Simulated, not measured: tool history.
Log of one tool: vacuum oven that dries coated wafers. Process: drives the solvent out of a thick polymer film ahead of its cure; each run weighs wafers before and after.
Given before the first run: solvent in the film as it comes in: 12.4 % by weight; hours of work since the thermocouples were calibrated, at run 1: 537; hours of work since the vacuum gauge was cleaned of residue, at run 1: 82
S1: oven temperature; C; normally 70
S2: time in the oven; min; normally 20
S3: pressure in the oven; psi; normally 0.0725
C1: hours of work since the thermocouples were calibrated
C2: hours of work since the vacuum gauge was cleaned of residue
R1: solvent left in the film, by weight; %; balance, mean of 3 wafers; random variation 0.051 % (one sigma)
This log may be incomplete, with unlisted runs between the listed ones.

run    day  S1  S2      S3   C1   C2    R1
  1      0  70  20  0.0725  537   82  0.91
  2  0.417  70  20  0.0725  541   87  0.91
  3  0.708  70  20  0.0725  544   90   0.9
  4  1.279  70  20  0.1217  550   96  1.04
  5  1.883  70  20  0.1217  557  103  1.13
  6  2.538  70  20  0.1217  564  110  1.06
  7  3.158  70  20  0.1217  570  116  1.14
  8  3.738  70  20  0.1217  577  122  1.05
  9  4.192  70  20  0.1217  581  127  1.09
 10  4.633  70  23  0.0725  586  132  0.74
 11  4.946  76  27  0.0725  589  135  0.42
 12  5.375  62  21  0.1751  594  140  2.66
 13  5.683  70  12  0.0516  597  143  2.04
 14  6.271  75  23  0.1321  604  149  0.53
 15  6.662  66  24   0.041  608  154  1.01
 16  7.012  69  30  0.0365  612  157  0.48
 17   7.35  69  30  0.0365  615  161  0.44
 18  7.679  70  16  0.0725  619  164  1.35
 19  8.333  70  16  0.0725  626  171   1.4
 20  8.933  81  22  0.0725  632  178  0.28

Here are 3 independent what-if runs from the current tool condition. What would each one return?
  A  9.375  70  10  0.0725  637  183   ?
  B  9.375  70  16  0.0725  637  183   ?
  C  9.375  70  26  0.2058  637  183   ?

run    R1
  A  2.77
  B  1.53
  C  1.13
With the hidden condition removed and each run's random variation left untouched, the same runs would have given:
run    R1
  A  2.65
  B  1.43
  C  1.06
